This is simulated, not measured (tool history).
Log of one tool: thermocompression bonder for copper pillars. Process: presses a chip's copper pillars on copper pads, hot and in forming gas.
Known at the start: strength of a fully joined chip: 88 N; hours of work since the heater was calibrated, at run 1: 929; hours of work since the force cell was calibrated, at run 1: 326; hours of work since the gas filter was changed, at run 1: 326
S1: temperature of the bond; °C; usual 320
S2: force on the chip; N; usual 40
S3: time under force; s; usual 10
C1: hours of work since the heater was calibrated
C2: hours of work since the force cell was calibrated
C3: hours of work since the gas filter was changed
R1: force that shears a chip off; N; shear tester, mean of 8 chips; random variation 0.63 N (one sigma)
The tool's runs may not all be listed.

run,hour,S1,S2,S3,C1,C2,C3,R1
1,0.0,320,40,10,929,326,326,37.9
2,55.6,320,40,10,972,369,369,38.0
3,101.4,320,40,10,1007,404,404,38.4
4,129.2,316,40,10,1028,425,425,34.9
5,184.0,316,40,10,1071,467,467,35.8
6,207.9,320,40,10,1089,485,485,36.9
# hour 222.8: forming gas filter changed
7,261.7,320,40,10,1130,526,30,40.6
8,312.1,320,40,10,1168,565,68,40.5
9,342.8,320,40,10,1192,588,92,40.9
10,376.6,320,40,10,1218,614,118,40.1
11,425.0,320,31,10,1255,651,155,32.2
12,473.5,320,40,7,1292,688,192,34.2
13,524.6,320,40,7,1331,728,231,34.8
14,558.3,320,40,21,1357,753,257,50.0
15,615.1,320,40,21,1400,797,301,49.6
16,652.7,320,40,21,1429,826,329,50.2
17,682.8,320,40,21,1452,849,353,50.8
18,711.7,294,40,21,1475,871,375,37.7
19,739.3,294,35,21,1496,892,396,34.2
20,789.9,294,35,21,1534,931,435,34.5
# hour 822.2: heater calibrated with a thermocouple chip
21,847.0,294,35,21,19,973,477,28.0
# hour 873.1: forming gas filter changed
22,878.1,320,25,10,42,997,4,26.3

Run 23 comes next. What will it give?
23,931.0,342,40,25,83,1037,44,?

Run 23 gave R1 60.7 N.
Without the tool's hidden state the same run would have given R1 63.2 N.
